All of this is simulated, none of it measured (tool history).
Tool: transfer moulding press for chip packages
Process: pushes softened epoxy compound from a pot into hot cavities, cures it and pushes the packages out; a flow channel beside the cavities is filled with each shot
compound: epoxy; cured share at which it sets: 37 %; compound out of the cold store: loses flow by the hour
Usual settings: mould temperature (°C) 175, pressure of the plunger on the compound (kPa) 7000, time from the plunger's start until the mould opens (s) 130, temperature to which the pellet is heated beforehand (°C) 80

run,day,mould temperature (°C),pressure of the plunger on the compound (kPa),time from the plunger's start until the mould opens (s),temperature to which the pellet is heated beforehand (°C),incoming compound's hours out of the cold store,length that the compound runs in the flow channel (mm),greatest force on the pins that push the packages out (N)
1,0,175,7000,130,80,47.9,530,249
2,0.238,175,7000,130,80,18.7,635,279
3,0.612,175,7000,149,80,20.8,619,241
4,0.892,175,7000,149,80,44.4,546,246
5,1.083,175,7000,149,80,34.5,556,247
6,1.358,175,7000,149,80,24,609,262
7,1.679,175,7000,130,80,13.2,646,304
8,2.029,175,7000,130,80,23.4,609,320
9,2.321,175,7000,165,80,46.9,529,257
# day 2.588: cavities cleaned with cleaning compound and waxed
10,2.662,175,7000,165,80,12.9,638,196
11,2.871,175,6610,130,80,44.8,517,221
12,3.183,175,7000,130,86,35.9,552,246
13,3.625,175,7000,130,86,39.2,543,259
14,4.079,175,7000,130,86,39,553,263
15,4.362,168,7000,130,86,46,543,401
16,4.812,168,5310,130,86,26.5,527,429
17,5.233,168,8230,130,85,42.3,587,445
18,5.438,175,8570,126,80,13.9,703,320
19,5.75,175,8570,126,80,47.4,566,300
# day 5.962: cavities cleaned with cleaning compound and waxed
20,6.096,175,8570,126,80,25.9,640,244
21,6.325,175,7000,113,74,13.7,618,304
22,6.675,175,7000,113,74,25.4,583,306
23,7.05,175,5830,130,73,43,478,258
24,7.304,168,5880,164,89,38.2,505,272
25,7.758,168,5880,164,89,18.3,563,310
26,7.946,175,7000,143,80,31.8,567,250
27,8.167,169,7000,123,80,24.9,590,439
28,8.529,168,6220,136,80,30.2,543,408
29,8.825,168,6220,133,89,16.1,575,486
30,9.033,180,5400,156,80,18.5,520,245

Some steps in length that the compound runs in the flow channel (mm) between neighbouring runs. How much of each would the tool show without its hidden state too (settings, what came in, random variation), and how much is left for the hidden state, with any gauge scatter that isn't in both results?
The hidden state here: true mould temperature over the reading, C; pressure that reaches the compound, % of what is set; grip of the stained cavities, % over clean ones'; drift of the gauge itself on flow_mm, %; drift of the gauge itself on push_out_n, %.
Run 9 -> 10: cavities cleaned with cleaning compound and waxed. length that the compound runs in the flow channel (mm) +109: hidden state -13, all else +122.
Run 10 -> 11: pressure of the plunger on the compound (kPa) 7000 -> 6610, time from the plunger's start until the mould opens (s) 165 -> 130. length that the compound runs in the flow channel (mm) -121: hidden state +13, all else -134.
Run 17 -> 18: mould temperature (°C) 168 -> 175, pressure of the plunger on the compound (kPa) 8230 -> 8570, time from the plunger's start until the mould opens (s) 130 -> 126, temperature to which the pellet is heated beforehand (°C) 85 -> 80. length that the compound runs in the flow channel (mm) +116: hidden state -15, all else +131.
Run 18 -> 19: no setting changed, nothing entered. length that the compound runs in the flow channel (mm) -137: hidden state +16, all else -153.
